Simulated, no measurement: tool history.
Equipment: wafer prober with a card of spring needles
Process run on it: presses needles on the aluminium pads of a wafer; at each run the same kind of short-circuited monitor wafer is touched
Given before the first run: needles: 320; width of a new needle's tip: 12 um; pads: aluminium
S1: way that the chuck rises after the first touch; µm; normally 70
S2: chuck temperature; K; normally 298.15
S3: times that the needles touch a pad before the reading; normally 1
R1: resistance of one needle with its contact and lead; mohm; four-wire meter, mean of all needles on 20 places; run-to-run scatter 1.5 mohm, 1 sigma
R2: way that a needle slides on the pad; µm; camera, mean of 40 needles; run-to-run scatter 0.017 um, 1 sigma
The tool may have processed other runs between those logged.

run,day,S1,S2,S3,R1,R2
1,0,70,298.15,1,142,9.57
# day 0.104: height of the first contact set anew
# day 0.367: tips cleaned on abrasive film
2,0.388,70,298.15,1,143,9.47
# day 0.717: tips cleaned on abrasive film
3,0.925,70,298.15,1,161,9.49
# day 1.079: tips cleaned on abrasive film
4,1.212,70,298.15,1,154,9.47
# day 1.442: tips cleaned on abrasive film
5,1.654,70,298.15,1,159,9.47
# day 1.792: height of the first contact set anew, once more
# day 1.796: tips cleaned on abrasive film
6,1.921,70,298.15,1,152,9.71
# day 2.171: tips cleaned on abrasive film
7,2.238,70,298.15,1,146,9.69
# day 2.529: tips cleaned on abrasive film
8,2.546,70,298.15,1,144,9.67
# day 2.879: tips cleaned on abrasive film
9,3.079,70,298.15,1,155,9.7
# day 3.258: tips cleaned on abrasive film
10,3.588,70,298.15,1,161,9.7
# day 3.633: tips cleaned on abrasive film
11,3.946,70,298.15,1,161,9.66
# day 3.979: tips cleaned on abrasive film
# day 4.329: tips cleaned on abrasive film
12,4.392,63,328.15,1,151,8.67
# day 4.679: tips cleaned on abrasive film
13,4.712,63,328.15,1,152,8.68
14,4.996,70,300.15,2,154,9.59
# day 5.05: tips cleaned on abrasive film
15,5.317,70,385.15,1,172,9.63
# day 5.412: tips cleaned on abrasive film
# day 5.746: tips cleaned on abrasive film
16,5.9,70,306.15,1,156,9.62
# day 6.1: tips cleaned on abrasive film
17,6.158,54,306.15,1,149,7.35
# day 6.458: tips cleaned on abrasive film
18,6.658,54,306.15,1,165,7.39
# day 6.796: tips cleaned on abrasive film
19,7.025,57,298.15,2,151,7.78
# day 7.129: tips cleaned on abrasive film
# day 7.475: tips cleaned on abrasive film
20,7.546,57,298.15,2,144,7.73

Here are 5 independent what-if runs from the current tool condition. What would each one return?
# day 7.642: height of the first contact set anew
# day 7.85: tips cleaned on abrasive film
A,8.083,63,361.15,2,?,?
# day 7.642: height of the first contact set anew
# day 7.85: tips cleaned on abrasive film
B,8.083,52,298.15,2,?,?
# day 7.642: height of the first contact set anew
# day 7.85: tips cleaned on abrasive film
C,8.083,70,298.15,3,?,?
# day 7.642: height of the first contact set anew
# day 7.85: tips cleaned on abrasive film
D,8.083,56,319.15,1,?,?
# day 7.642: height of the first contact set anew
# day 7.85: tips cleaned on abrasive film
E,8.083,79,369.15,1,?,?

run,R1,R2
A,165,8.73
B,159,7.22
C,145,9.71
D,167,7.77
E,173,10.96
Without the tool's unlogged condition, the same runs would have read:
run,R1,R2
A,153,8.73
B,142,7.23
C,138,9.72
D,143,7.78
E,154,10.97
